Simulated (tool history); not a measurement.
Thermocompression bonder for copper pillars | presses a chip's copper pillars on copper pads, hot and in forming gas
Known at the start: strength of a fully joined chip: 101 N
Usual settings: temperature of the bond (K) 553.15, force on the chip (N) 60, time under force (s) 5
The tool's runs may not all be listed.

run,hour,temperature of the bond (K),force on the chip (N),time under force (s),force that shears a chip off (N)
1,0.0,553.15,60,5,75.3
2,37.0,553.15,60,5,75.7
3,60.5,553.15,60,5,75.0
4,91.6,553.15,60,5,75.5
5,121.2,553.15,60,5,75.3
6,141.4,553.15,60,5,75.2
7,177.3,553.15,60,5,75.0
8,215.6,553.15,60,5,75.7
9,238.7,553.15,60,5,75.1
10,271.6,553.15,60,5,75.2
11,288.3,553.15,60,5,75.3
12,310.7,553.15,60,5,75.5
13,344.1,553.15,60,5,75.5
14,362.0,553.15,60,5,74.8
15,395.8,553.15,60,5,74.9
16,418.9,553.15,60,5,75.2
17,445.8,553.15,60,5,75.1
18,485.4,553.15,60,5,75.1
19,502.6,553.15,60,5,75.1
20,540.1,553.15,60,5,75.0
21,572.2,553.15,74,5,79.5
22,590.8,574.15,79,5,90.9
23,630.3,539.15,79,3,62.0
24,664.1,543.15,79,5,74.6
25,685.2,529.15,50,6,57.9
26,710.2,549.15,50,6,72.0
27,736.2,549.15,50,6,71.9
28,763.0,549.15,50,6,71.5
29,787.7,553.15,45,4,64.8
30,829.1,553.15,45,4,65.0
31,864.7,547.15,83,6,81.1
32,901.0,547.15,83,6,81.3
33,940.6,547.15,83,6,81.1
34,971.9,530.15,51,13,73.5
35,998.2,530.15,51,12,71.8
36,1019.4,530.15,60,9,69.9
37,1044.0,530.15,60,9,70.2
38,1079.9,570.15,87,3,83.9
39,1099.1,553.15,36,4,59.8
40,1138.3,523.15,81,4,57.0
41,1177.1,523.15,37,9,54.4

Taken out of this log: 3 entries between the listed runs. Where each belongs, and how the hidden state differs across it:
Between runs 11 and 12: forming gas filter changed (hour 308.8)
  oxide that the forming gas leaves, % of the face: 0.56 -> 0.5
Between runs 27 and 28: force cell calibrated (hour 747.9)
  force that reaches the chip, % of what is set: 100.3 -> 100
Between runs 32 and 33: forming gas filter changed (hour 919.6)
  oxide that the forming gas leaves, % of the face: 0.56 -> 0.5
